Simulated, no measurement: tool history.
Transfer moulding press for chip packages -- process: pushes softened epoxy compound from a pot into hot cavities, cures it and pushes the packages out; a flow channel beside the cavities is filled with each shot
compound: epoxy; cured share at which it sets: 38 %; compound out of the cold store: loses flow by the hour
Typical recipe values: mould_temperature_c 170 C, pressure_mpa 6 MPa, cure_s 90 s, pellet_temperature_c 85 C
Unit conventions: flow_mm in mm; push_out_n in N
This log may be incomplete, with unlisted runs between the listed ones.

run	day	mould_temperature_c	pressure_mpa	cure_s	pellet_temperature_c	incoming compound's hours out of the cold store	flow_mm	push_out_n
1	0	170	6	90	85	33.4	577	321
# day 0.792: cavities cleaned with cleaning compound and waxed
2	1.704	170	6	90	85	17.1	610	340
# day 2.438: cavities cleaned with cleaning compound and waxed
3	3.008	170	6	90	85	26.1	585	318
# day 4.104: cavities cleaned with cleaning compound and waxed
4	4.458	170	6	90	85	44.5	540	295
# day 5.621: cavities cleaned with cleaning compound and waxed
5	6.925	170	6	90	85	29.1	568	328
# day 7.254: cavities cleaned with cleaning compound and waxed
6	8.038	170	6	90	85	14.8	594	317
# day 8.788: cavities cleaned with cleaning compound and waxed
# day 10.088: mould's thermocouples calibrated
# day 10.504: cavities cleaned with cleaning compound and waxed
7	10.583	170	6	90	85	13.7	601	281
# day 12.05: cavities cleaned with cleaning compound and waxed
8	12.2	170	6	90	85	21.9	572	306
# day 12.488: plunger's sealing rings changed
# day 13.733: cavities cleaned with cleaning compound and waxed
9	14.196	170	6	90	85	21.2	620	324
# day 15.371: cavities cleaned with cleaning compound and waxed
10	16.025	163	6.62	121	85	21	661	314
# day 16.967: cavities cleaned with cleaning compound and waxed
11	17.433	164	6.19	121	85	37.8	598	296
# day 18.533: cavities cleaned with cleaning compound and waxed
12	18.571	164	6.19	121	85	33.5	595	267
# day 20.108: cavities cleaned with cleaning compound and waxed
13	20.108	168	5.93	112	80	28	590	244
# day 21.629: cavities cleaned with cleaning compound and waxed
14	21.629	168	5.93	96	85	28.1	580	297
15	22.642	166	6	125	85	39	554	302
# day 23.288: cavities cleaned with cleaning compound and waxed
# day 24.867: cavities cleaned with cleaning compound and waxed
16	24.938	166	6	125	85	37.6	550	251
# day 26.508: cavities cleaned with cleaning compound and waxed
17	27.421	163	6	77	85	18.5	615	727

Predict each of these 3 candidate next runs independently; none follows another, all start after run 17:
# day 27.833: plunger's sealing rings changed
# day 28.238: cavities cleaned with cleaning compound and waxed
A	28.983	170	6	116	87	17.5	?	?
# day 27.833: plunger's sealing rings changed
# day 28.238: cavities cleaned with cleaning compound and waxed
B	28.983	177	5.1	90	87	8.8	?	?
# day 27.833: plunger's sealing rings changed
# day 28.238: cavities cleaned with cleaning compound and waxed
C	28.983	163	6	83	88	34.8	?	?

run	flow_mm	push_out_n
A	626	286
B	579	275
C	600	567
With the hidden condition removed and each run's random variation left untouched, the same runs would have given:
run	flow_mm	push_out_n
A	631	246
B	583	236
C	605	496
